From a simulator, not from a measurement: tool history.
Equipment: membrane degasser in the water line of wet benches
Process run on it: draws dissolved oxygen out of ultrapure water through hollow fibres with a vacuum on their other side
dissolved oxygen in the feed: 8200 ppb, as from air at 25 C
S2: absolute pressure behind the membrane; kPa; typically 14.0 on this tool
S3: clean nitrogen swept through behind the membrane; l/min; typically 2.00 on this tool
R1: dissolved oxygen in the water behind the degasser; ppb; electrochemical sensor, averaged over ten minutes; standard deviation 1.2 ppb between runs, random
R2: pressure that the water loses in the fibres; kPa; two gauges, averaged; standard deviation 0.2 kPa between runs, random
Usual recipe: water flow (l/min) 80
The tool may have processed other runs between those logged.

run 1 hour=0.0 | water_flow_(l/min)=80 S2=14.0 S3=2.00 | R1=799.8 R2=44.60
run 2 hour=35.8 | water_flow_(l/min)=80 S2=14.0 S3=2.00 | R1=798.5 R2=44.90
run 3 hour=79.3 | water_flow_(l/min)=51 S2=14.0 S3=2.00 | R1=559.7 R2=28.59
run 4 hour=103.0 | water_flow_(l/min)=51 S2=14.0 S3=2.00 | R1=560.5 R2=28.79
run 5 hour=145.3 | water_flow_(l/min)=96 S2=14.0 S3=2.00 | R1=915.3 R2=53.74
run 6 hour=174.1 | water_flow_(l/min)=96 S2=14.0 S3=2.00 | R1=917.2 R2=53.80
run 7 hour=218.3 | water_flow_(l/min)=96 S2=14.0 S3=2.00 | R1=917.9 R2=53.43
run 8 hour=247.6 | water_flow_(l/min)=96 S2=14.0 S3=2.00 | R1=913.2 R2=53.62
run 9 hour=285.6 | water_flow_(l/min)=96 S2=14.0 S3=2.00 | R1=916.5 R2=53.87
run 10 hour=322.2 | water_flow_(l/min)=80 S2=14.0 S3=2.00 | R1=803.4 R2=44.91
run 11 hour=348.4 | water_flow_(l/min)=80 S2=14.0 S3=2.00 | R1=801.4 R2=44.49
run 12 hour=381.6 | water_flow_(l/min)=80 S2=14.0 S3=2.00 | R1=797.7 R2=44.87
run 13 hour=405.4 | water_flow_(l/min)=80 S2=23.2 S3=2.00 | R1=1385.6 R2=44.96
run 14 hour=440.5 | water_flow_(l/min)=80 S2=23.2 S3=2.00 | R1=1387.1 R2=44.89
run 15 hour=475.2 | water_flow_(l/min)=80 S2=18.9 S3=2.00 | R1=1119.2 R2=45.09
run 16 hour=507.7 | water_flow_(l/min)=51 S2=18.9 S3=2.00 | R1=793.7 R2=28.37
run 17 hour=548.9 | water_flow_(l/min)=51 S2=18.9 S3=2.00 | R1=791.9 R2=28.66
run 18 hour=578.8 | water_flow_(l/min)=80 S2=19.1 S3=1.08 | R1=1707.7 R2=45.13
run 19 hour=611.7 | water_flow_(l/min)=51 S2=31.8 S3=1.66 | R1=1549.0 R2=28.81
run 20 hour=655.1 | water_flow_(l/min)=65 S2=24.6 S3=1.66 | R1=1447.0 R2=36.43
run 21 hour=686.7 | water_flow_(l/min)=65 S2=24.6 S3=1.66 | R1=1442.7 R2=36.34
run 22 hour=713.1 | water_flow_(l/min)=64 S2=24.2 S3=1.59 | R1=1446.8 R2=36.38
run 23 hour=765.4 | water_flow_(l/min)=49 S2=16.5 S3=1.59 | R1=791.0 R2=27.55
run 24 hour=820.4 | water_flow_(l/min)=49 S2=16.5 S3=1.59 | R1=793.5 R2=27.93
run 25 hour=869.4 | water_flow_(l/min)=102 S2=16.0 S3=1.25 | R1=1511.0 R2=57.77
run 26 hour=917.2 | water_flow_(l/min)=112 S2=16.0 S3=2.92 | R1=914.1 R2=63.26
run 27 hour=965.1 | water_flow_(l/min)=90 S2=22.6 S3=2.13 | R1=1404.5 R2=51.22
run 28 hour=1015.5 | water_flow_(l/min)=90 S2=22.6 S3=2.13 | R1=1406.0 R2=50.73
run 29 hour=1047.5 | water_flow_(l/min)=80 S2=15.8 S3=1.18 | R1=1328.8 R2=45.25
run 30 hour=1071.7 | water_flow_(l/min)=80 S2=15.8 S3=1.18 | R1=1328.0 R2=45.27
run 31 hour=1099.8 | water_flow_(l/min)=80 S2=8.5 S3=5.07 | R1=191.1 R2=45.05
run 32 hour=1152.6 | water_flow_(l/min)=80 S2=8.5 S3=5.07 | R1=191.4 R2=45.04
run 33 hour=1188.8 | water_flow_(l/min)=82 S2=30.3 S3=1.04 | R1=2703.3 R2=46.23

Results for each run, recomputed without the tool's hidden state and with each run's random variation untouched:
Hidden state present: membrane still open, %; true pressure behind the membrane over the reading, kPa; air that leaks in behind the membrane, l/min; drift of the gauge itself on oxygen_ppb, %; drift of the gauge itself on loss_of_pressure_kpa, %.
run=1 R1=800.0 R2=44.18
run=2 R1=798.7 R2=44.46
run=3 R1=559.5 R2=28.30
run=4 R1=560.2 R2=28.49
run=5 R1=915.2 R2=53.16
run=6 R1=917.1 R2=53.21
run=7 R1=917.7 R2=52.82
run=8 R1=912.9 R2=53.00
run=9 R1=916.1 R2=53.23
run=10 R1=803.0 R2=44.36
run=11 R1=801.0 R2=43.93
run=12 R1=797.2 R2=44.30
run=13 R1=1384.8 R2=44.37
run=14 R1=1386.2 R2=44.30
run=15 R1=1118.4 R2=44.48
run=16 R1=792.5 R2=27.97
run=17 R1=790.6 R2=28.26
run=18 R1=1707.8 R2=44.48
run=19 R1=1546.9 R2=28.38
run=20 R1=1445.6 R2=35.87
run=21 R1=1441.3 R2=35.77
run=22 R1=1445.4 R2=35.81
run=23 R1=789.5 R2=27.10
run=24 R1=791.9 R2=27.47
run=25 R1=1509.8 R2=56.77
run=26 R1=911.7 R2=62.14
run=27 R1=1402.6 R2=50.30
run=28 R1=1403.9 R2=49.79
run=29 R1=1327.3 R2=44.40
run=30 R1=1326.5 R2=44.41
run=31 R1=189.7 R2=44.18
run=32 R1=189.9 R2=44.15
run=33 R1=2702.5 R2=45.30
